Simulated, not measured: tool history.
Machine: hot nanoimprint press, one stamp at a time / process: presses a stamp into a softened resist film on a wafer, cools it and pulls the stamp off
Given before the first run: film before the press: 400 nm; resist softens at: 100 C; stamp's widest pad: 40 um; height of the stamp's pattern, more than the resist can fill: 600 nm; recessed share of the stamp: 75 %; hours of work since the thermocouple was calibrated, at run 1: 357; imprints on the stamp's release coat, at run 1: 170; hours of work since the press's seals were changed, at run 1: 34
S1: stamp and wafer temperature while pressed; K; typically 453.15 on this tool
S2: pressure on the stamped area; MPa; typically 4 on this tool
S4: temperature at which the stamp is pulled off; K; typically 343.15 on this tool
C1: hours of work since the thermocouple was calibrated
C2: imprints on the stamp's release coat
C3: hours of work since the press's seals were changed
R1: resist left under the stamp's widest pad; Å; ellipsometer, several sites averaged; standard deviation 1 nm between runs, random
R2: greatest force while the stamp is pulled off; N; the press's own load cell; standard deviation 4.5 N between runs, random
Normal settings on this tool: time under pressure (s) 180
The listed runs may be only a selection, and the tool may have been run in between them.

{"run": 1, "hour": 0.0, "S1": 453.15, "S2": 4, "time under pressure (s)": 180, "S4": 343.15, "C1": 357, "C2": 170, "C3": 34, "R1": 2157, "R2": 219}
{"run": 2, "hour": 16.6, "S1": 453.15, "S2": 3.89, "time under pressure (s)": 180, "S4": 343.15, "C1": 367, "C2": 218, "C3": 44, "R1": 2165, "R2": 217}
{"hour": 28.4, "done": "plate thermocouple calibrated"}
{"run": 3, "hour": 37.4, "S1": 453.15, "S2": 4, "time under pressure (s)": 180, "S4": 343.15, "C1": 5, "C2": 269, "C3": 54, "R1": 2134, "R2": 221}
{"run": 4, "hour": 65.0, "S1": 453.15, "S2": 2.73, "time under pressure (s)": 180, "S4": 343.15, "C1": 21, "C2": 348, "C3": 70, "R1": 2427, "R2": 220}
{"run": 5, "hour": 86.5, "S1": 453.15, "S2": 2.73, "time under pressure (s)": 180, "S4": 343.15, "C1": 34, "C2": 410, "C3": 83, "R1": 2441, "R2": 225}
{"run": 6, "hour": 112.2, "S1": 453.15, "S2": 2.73, "time under pressure (s)": 180, "S4": 343.15, "C1": 48, "C2": 484, "C3": 97, "R1": 2446, "R2": 225}
{"run": 7, "hour": 125.9, "S1": 453.15, "S2": 4, "time under pressure (s)": 180, "S4": 343.15, "C1": 56, "C2": 524, "C3": 105, "R1": 2145, "R2": 215}
{"run": 8, "hour": 152.1, "S1": 453.15, "S2": 4, "time under pressure (s)": 180, "S4": 343.15, "C1": 72, "C2": 599, "C3": 120, "R1": 2127, "R2": 217}
{"run": 9, "hour": 174.2, "S1": 453.15, "S2": 4, "time under pressure (s)": 180, "S4": 343.15, "C1": 84, "C2": 663, "C3": 133, "R1": 2139, "R2": 217}
{"run": 10, "hour": 188.6, "S1": 453.15, "S2": 4, "time under pressure (s)": 101, "S4": 343.15, "C1": 93, "C2": 704, "C3": 142, "R1": 2557, "R2": 222}
{"run": 11, "hour": 207.4, "S1": 453.15, "S2": 4, "time under pressure (s)": 101, "S4": 343.15, "C1": 104, "C2": 758, "C3": 153, "R1": 2566, "R2": 212}
{"run": 12, "hour": 220.3, "S1": 453.15, "S2": 4, "time under pressure (s)": 101, "S4": 343.15, "C1": 111, "C2": 795, "C3": 160, "R1": 2579, "R2": 221}
{"run": 13, "hour": 244.6, "S1": 453.15, "S2": 4, "time under pressure (s)": 101, "S4": 343.15, "C1": 125, "C2": 865, "C3": 174, "R1": 2567, "R2": 222}
{"run": 14, "hour": 272.3, "S1": 460.15, "S2": 4, "time under pressure (s)": 180, "S4": 343.15, "C1": 141, "C2": 945, "C3": 190, "R1": 1593, "R2": 218}
{"run": 15, "hour": 287.7, "S1": 460.15, "S2": 4, "time under pressure (s)": 180, "S4": 343.15, "C1": 150, "C2": 989, "C3": 199, "R1": 1580, "R2": 222}
{"run": 16, "hour": 307.4, "S1": 460.15, "S2": 4, "time under pressure (s)": 180, "S4": 343.15, "C1": 161, "C2": 1046, "C3": 210, "R1": 1571, "R2": 218}
{"run": 17, "hour": 321.9, "S1": 453.15, "S2": 4, "time under pressure (s)": 153, "S4": 330.15, "C1": 170, "C2": 1088, "C3": 219, "R1": 2238, "R2": 244}
{"hour": 340.3, "done": "stamp cleaned and given a new release coat"}
{"run": 18, "hour": 341.8, "S1": 453.15, "S2": 4, "time under pressure (s)": 153, "S4": 330.15, "C1": 178, "C2": 5, "C3": 227, "R1": 2238, "R2": 237}
{"run": 19, "hour": 371.0, "S1": 445.15, "S2": 4, "time under pressure (s)": 180, "S4": 343.15, "C1": 195, "C2": 89, "C3": 244, "R1": 2818, "R2": 225}
{"run": 20, "hour": 385.0, "S1": 445.15, "S2": 4, "time under pressure (s)": 180, "S4": 343.15, "C1": 203, "C2": 129, "C3": 252, "R1": 2820, "R2": 218}
{"run": 21, "hour": 414.0, "S1": 455.15, "S2": 4.5, "time under pressure (s)": 94, "S4": 343.15, "C1": 220, "C2": 213, "C3": 269, "R1": 2370, "R2": 220}
{"run": 22, "hour": 435.6, "S1": 446.15, "S2": 4, "time under pressure (s)": 249, "S4": 342.15, "C1": 232, "C2": 275, "C3": 281, "R1": 2463, "R2": 212}
{"run": 23, "hour": 455.0, "S1": 446.15, "S2": 4, "time under pressure (s)": 249, "S4": 342.15, "C1": 243, "C2": 331, "C3": 292, "R1": 2499, "R2": 226}
{"run": 24, "hour": 484.4, "S1": 443.15, "S2": 4, "time under pressure (s)": 144, "S4": 343.15, "C1": 260, "C2": 415, "C3": 309, "R1": 3064, "R2": 222}
{"run": 25, "hour": 513.7, "S1": 444.15, "S2": 4.26, "time under pressure (s)": 196, "S4": 335.15, "C1": 277, "C2": 500, "C3": 326, "R1": 2781, "R2": 241}
{"run": 26, "hour": 540.4, "S1": 453.15, "S2": 4, "time under pressure (s)": 180, "S4": 347.15, "C1": 293, "C2": 576, "C3": 342, "R1": 2118, "R2": 210}
{"run": 27, "hour": 558.8, "S1": 449.15, "S2": 3.26, "time under pressure (s)": 181, "S4": 335.15, "C1": 303, "C2": 629, "C3": 352, "R1": 2593, "R2": 233}
{"run": 28, "hour": 588.2, "S1": 453.15, "S2": 4, "time under pressure (s)": 359, "S4": 347.15, "C1": 320, "C2": 714, "C3": 369, "R1": 1612, "R2": 217}
{"run": 29, "hour": 614.8, "S1": 453.15, "S2": 4, "time under pressure (s)": 359, "S4": 347.15, "C1": 336, "C2": 790, "C3": 385, "R1": 1589, "R2": 207}
{"run": 30, "hour": 635.5, "S1": 446.15, "S2": 3.77, "time under pressure (s)": 137, "S4": 350.15, "C1": 348, "C2": 850, "C3": 397, "R1": 2908, "R2": 216}
{"run": 31, "hour": 659.1, "S1": 453.15, "S2": 4, "time under pressure (s)": 146, "S4": 343.15, "C1": 361, "C2": 918, "C3": 410, "R1": 2217, "R2": 223}

Hidden condition of the tool, last listed run before each entry between runs versus first listed run after:
Runs 2 to 3: plate thermocouple calibrated (hour 28.4)
  true temperature over the reading, C: 0.06 -> 0.01; grip of the stamp's worn release coat, % over a new coat's: 0.3 -> 0.4; drift of the gauge itself on residual_nm, %: -0.06 -> -0.13
  measured result minus the result with no hidden state, R1: -7 -> -4 Å
Runs 17 to 18: stamp cleaned and given a new release coat (hour 340.3)
  grip of the stamp's worn release coat, % over a new coat's: 1.5 -> 0; drift of the gauge itself on residual_nm, %: -1.21 -> -1.26
  measured result minus the result with no hidden state, R1: -31 -> -32 Å
